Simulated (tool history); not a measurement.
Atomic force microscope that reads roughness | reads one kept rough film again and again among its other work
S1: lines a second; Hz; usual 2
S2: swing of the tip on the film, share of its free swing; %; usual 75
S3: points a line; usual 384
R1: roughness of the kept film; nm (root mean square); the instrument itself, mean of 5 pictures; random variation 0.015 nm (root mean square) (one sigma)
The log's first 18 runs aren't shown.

| run | day | S1 | S2 | S3 | R1 |
|---|---|---|---|---|---|
|  | 22.867 | new tip fitted |
| 19 | 23.262 | 2 | 75 | 384 | 3.553 |
| 20 | 24.446 | 2 | 75 | 384 | 3.45 |
| 21 | 25.6 | 2 | 75 | 384 | 3.376 |
| 22 | 27.329 | 2 | 75 | 677 | 3.235 |
|  | 28.529 | new tip fitted |
| 23 | 28.529 | 0.93 | 84 | 384 | 3.65 |
| 24 | 29.45 | 1.61 | 79 | 384 | 3.513 |
| 25 | 30.75 | 1.61 | 79 | 384 | 3.371 |
| 26 | 31.862 | 1.61 | 79 | 384 | 3.329 |
| 27 | 33.729 | 0.77 | 75 | 384 | 3.339 |
|  | 34.225 | new tip fitted |
| 28 | 35.4 | 0.89 | 75 | 1013 | 3.637 |
| 29 | 37.138 | 1.17 | 89 | 295 | 3.313 |
| 30 | 38.571 | 1.22 | 59 | 905 | 3.434 |
|  | 39.917 | new tip fitted |
| 31 | 40.362 | 0.53 | 72 | 904 | 3.748 |
| 32 | 41.179 | 0.74 | 73 | 386 | 3.625 |
| 33 | 42.65 | 0.74 | 73 | 386 | 3.496 |
| 34 | 44.117 | 1.63 | 66 | 903 | 3.378 |
| 35 | 45.346 | 1.63 | 66 | 903 | 3.301 |
|  | 45.525 | new tip fitted |
| 36 | 47.212 | 1.63 | 66 | 903 | 3.615 |
| 37 | 48.367 | 1.63 | 66 | 903 | 3.5 |
| 38 | 49.983 | 2 | 63 | 384 | 3.375 |
|  | 51.2 | new tip fitted |
| 39 | 51.85 | 2 | 75 | 380 | 3.564 |
| 40 | 53.079 | 0.97 | 81 | 869 | 3.513 |
| 41 | 54.233 | 2 | 83 | 531 | 3.261 |
| 42 | 55.442 | 2 | 83 | 531 | 3.182 |
|  | 56.842 | new tip fitted |
| 43 | 57.154 | 2.18 | 68 | 384 | 3.676 |

Run 44 comes next. What will it give?
| 44 | 58.367 | 2.18 | 68 | 384 | ? |

{"run 44": {"R1": 3.538}}
Without the tool's hidden state the same run would have given R1 3.589 nm (root mean square).

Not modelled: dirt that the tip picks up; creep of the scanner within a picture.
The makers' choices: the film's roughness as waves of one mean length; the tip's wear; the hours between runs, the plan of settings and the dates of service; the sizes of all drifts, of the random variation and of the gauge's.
